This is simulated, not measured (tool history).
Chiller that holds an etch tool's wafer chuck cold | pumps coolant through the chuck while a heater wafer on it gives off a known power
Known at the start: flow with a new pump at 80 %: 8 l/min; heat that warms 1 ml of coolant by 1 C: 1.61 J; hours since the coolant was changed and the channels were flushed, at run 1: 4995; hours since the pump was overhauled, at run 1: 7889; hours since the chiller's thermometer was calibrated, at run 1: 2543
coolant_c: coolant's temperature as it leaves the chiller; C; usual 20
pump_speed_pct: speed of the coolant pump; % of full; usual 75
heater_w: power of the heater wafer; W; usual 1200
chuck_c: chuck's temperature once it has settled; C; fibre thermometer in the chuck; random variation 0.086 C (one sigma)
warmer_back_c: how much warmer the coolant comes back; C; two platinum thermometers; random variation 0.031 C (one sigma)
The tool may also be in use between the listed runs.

run,day,coolant_c,pump_speed_pct,heater_w,hours since the coolant was changed and the channels were flushed,hours since the pump was overhauled,hours since the chiller's thermometer was calibrated,chuck_c,warmer_back_c
1,0,20,75,1200,4995,7889,2543,33.01,6.44
# day 5.058: coolant pump overhauled
2,8.733,20,75,832,5199,88,2748,28.54,4.11
# day 12.608: coolant changed, channels flushed
3,12.992,20,75,832,9,184,2844,28.25,4.09
4,19.979,20,75,832,177,352,3011,28.27,4.12
5,29.675,20,75,1200,410,585,3244,31.59,5.9
6,35.9,20,75,1404,559,734,3394,33.67,6.96
7,44.088,30,75,1200,756,931,3590,41.93,5.91
8,52.729,30,75,1200,963,1138,3797,41.88,5.94
9,61.412,30,75,1200,1171,1346,4006,41.84,5.94
10,68.296,30,75,1200,1337,1512,4171,41.88,6.01
11,72.317,28,75,1200,1433,1608,4268,39.94,5.98
# day 74.7: chiller's thermometer calibrated
12,77.9,20,75,1200,1566,1741,77,31.51,6.06
13,85.329,20,67,1200,1744,1919,255,32.35,6.63
14,93.954,20,67,1200,1951,2126,462,32.38,6.74
15,98.862,20,67,1045,2069,2244,580,30.97,5.83
16,104.888,20,75,1261,2214,2389,725,32.27,6.39
17,112.438,12,73,1200,2395,2570,906,24.02,6.19
18,119.146,16,71,1200,2556,2731,1067,28.25,6.36
19,124.467,16,71,1200,2684,2859,1194,28.11,6.36
20,129.046,21,75,1002,2794,2969,1304,30.99,5.1
21,137.529,21,75,1002,2997,3172,1508,31.02,5.17
22,144.738,16,67,896,3170,3345,1681,25.7,5.06
23,149.042,23,66,990,3273,3449,1784,33.78,5.65
24,157.192,28,61,768,3469,3644,1980,36.93,4.74
25,164.654,29,61,1692,3648,3823,2159,48.54,10.55
26,174.121,16,79,966,3875,4050,2386,25.55,4.68
27,182.183,16,91,966,4069,4244,2580,24.67,4.14
28,190.562,24,91,966,4270,4445,2781,32.81,4.14
29,197.183,24,91,966,4429,4604,2940,32.84,4.16

The next listed run, before its measurement:
30,201.867,24,91,966,4541,4716,3052,?,?

chuck_c: 32.92 C
warmer_back_c: 4.1 C
Without the tool's hidden state the same run would have given chuck_c 32 C, warmer_back_c 3.93 C.
